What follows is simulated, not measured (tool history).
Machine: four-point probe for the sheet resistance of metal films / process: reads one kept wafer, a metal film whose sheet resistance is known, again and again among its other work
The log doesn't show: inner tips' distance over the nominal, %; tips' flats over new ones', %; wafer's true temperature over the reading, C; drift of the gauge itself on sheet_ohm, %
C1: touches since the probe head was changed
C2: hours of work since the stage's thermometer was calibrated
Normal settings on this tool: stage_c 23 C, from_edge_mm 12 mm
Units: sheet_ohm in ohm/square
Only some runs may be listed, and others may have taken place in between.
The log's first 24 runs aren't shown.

run 25 hour=732.4 | stage_c=34 from_edge_mm=5 | C1=11137 C2=42 | sheet_ohm=0.928852
run 26 hour=771.7 | stage_c=18 from_edge_mm=5 | C1=11534 C2=58 | sheet_ohm=0.926703
run 27 hour=802.6 | stage_c=18 from_edge_mm=5 | C1=11844 C2=71 | sheet_ohm=0.926732
run 28 hour=836.7 | stage_c=20 from_edge_mm=25 | C1=12188 C2=86 | sheet_ohm=0.908522
run 29 hour=864.2 | stage_c=23 from_edge_mm=9 | C1=12466 C2=97 | sheet_ohm=0.914122
run 30 hour=903.2 | stage_c=34 from_edge_mm=14 | C1=12860 C2=114 | sheet_ohm=0.911552
run 31 hour=937.9 | stage_c=18 from_edge_mm=45 | C1=13209 C2=128 | sheet_ohm=0.907946
run 32 hour=959 | stage_c=18 from_edge_mm=22 | C1=13422 C2=137 | sheet_ohm=0.908803
run 33 hour=979.2 | stage_c=31 from_edge_mm=3 | C1=13625 C2=146 | sheet_ohm=0.960252
run 34 hour=1002.7 | stage_c=31 from_edge_mm=3 | C1=13863 C2=156 | sheet_ohm=0.960089
run 35 hour=1034.7 | stage_c=22 from_edge_mm=33 | C1=14185 C2=169 | sheet_ohm=0.908386
run 36 hour=1065.4 | stage_c=22 from_edge_mm=33 | C1=14495 C2=182 | sheet_ohm=0.908091
run 37 hour=1102.7 | stage_c=19 from_edge_mm=12 | C1=14871 C2=198 | sheet_ohm=0.910994
run 38 hour=1139.8 | stage_c=19 from_edge_mm=12 | C1=15245 C2=214 | sheet_ohm=0.91082
run 39 hour=1161.6 | stage_c=28 from_edge_mm=16 | C1=15465 C2=223 | sheet_ohm=0.910126
run 40 hour=1185.4 | stage_c=24 from_edge_mm=8 | C1=15705 C2=233 | sheet_ohm=0.915162
run 41 hour=1220.1 | stage_c=32 from_edge_mm=7 | C1=16055 C2=247 | sheet_ohm=0.918401

The next listed run, before its measurement:
run 42 hour=1252.3 | stage_c=32 from_edge_mm=7 | C1=16379 C2=261 | sheet_ohm=?

sheet_ohm: 0.918688 ohm/square
Were there no unlogged condition in the tool, this run, its random variation unchanged, would have produced sheet_ohm 0.925083 ohm/square.
